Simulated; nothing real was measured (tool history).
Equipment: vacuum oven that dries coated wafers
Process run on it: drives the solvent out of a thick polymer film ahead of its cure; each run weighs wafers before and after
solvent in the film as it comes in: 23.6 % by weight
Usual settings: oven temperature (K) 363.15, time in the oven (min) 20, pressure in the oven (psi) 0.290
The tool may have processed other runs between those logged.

Run 1, hour 0.0: usual settings. Result: solvent left in the film (%) 4.73.
At hour 31.6: vacuum gauge cleaned of residue and calibrated.
Run 2, hour 83.3: usual settings. Result: solvent left in the film (%) 4.81.
Run 3, hour 183.7: usual settings but pressure in the oven (psi) 0.284. Result: solvent left in the film (%) 4.79.
Run 4, hour 272.8: usual settings. Result: solvent left in the film (%) 4.83.
Run 5, hour 404.8: usual settings. Result: solvent left in the film (%) 4.95.
Run 6, hour 466.7: usual settings but pressure in the oven (psi) 0.183. Result: solvent left in the film (%) 4.07.
Run 7, hour 565.6: usual settings but oven temperature (K) 375.15, pressure in the oven (psi) 0.183. Result: solvent left in the film (%) 1.83.
Run 8, hour 657.0: usual settings but oven temperature (K) 375.15, pressure in the oven (psi) 0.183. Result: solvent left in the film (%) 1.92.
Run 9, hour 751.6: usual settings but oven temperature (K) 375.15, pressure in the oven (psi) 0.183. Result: solvent left in the film (%) 1.90.
At hour 831.0: vacuum gauge cleaned of residue and calibrated, once more.
Run 10, hour 835.4: usual settings. Result: solvent left in the film (%) 4.67.
Run 11, hour 897.8: usual settings. Result: solvent left in the film (%) 4.75.
Run 12, hour 992.9: usual settings. Result: solvent left in the film (%) 4.71.
At hour 1102.9: oven's thermocouples calibrated.
Run 13, hour 1115.1: usual settings but time in the oven (min) 13. Result: solvent left in the film (%) 6.56.
Run 14, hour 1199.9: usual settings but time in the oven (min) 13. Result: solvent left in the film (%) 6.57.
Run 15, hour 1314.7: usual settings but time in the oven (min) 13. Result: solvent left in the film (%) 6.70.
Run 16, hour 1447.3: usual settings but oven temperature (K) 356.15, time in the oven (min) 13. Result: solvent left in the film (%) 9.22.
Run 17, hour 1506.9: usual settings but oven temperature (K) 356.15, time in the oven (min) 13. Result: solvent left in the film (%) 9.20.
Run 18, hour 1634.6: usual settings but oven temperature (K) 351.15, time in the oven (min) 36, pressure in the oven (psi) 0.200. Result: solvent left in the film (%) 4.68.
Run 19, hour 1735.3: usual settings but oven temperature (K) 349.15. Result: solvent left in the film (%) 9.71.
Run 20, hour 1856.8: usual settings but oven temperature (K) 378.15, time in the oven (min) 23, pressure in the oven (psi) 0.418. Result: solvent left in the film (%) 2.49.

Run 21 is up next; what results do you expect?
Run 21, hour 1954.2: usual settings but oven temperature (K) 378.15, time in the oven (min) 10, pressure in the oven (psi) 0.627. Result: solvent left in the film (%) ?.

{"run 21": {"solvent left in the film (%)": 5.63}}
On a tool with no hidden condition, and with the same random variation, this run would have come out at solvent left in the film (%) 5.37.

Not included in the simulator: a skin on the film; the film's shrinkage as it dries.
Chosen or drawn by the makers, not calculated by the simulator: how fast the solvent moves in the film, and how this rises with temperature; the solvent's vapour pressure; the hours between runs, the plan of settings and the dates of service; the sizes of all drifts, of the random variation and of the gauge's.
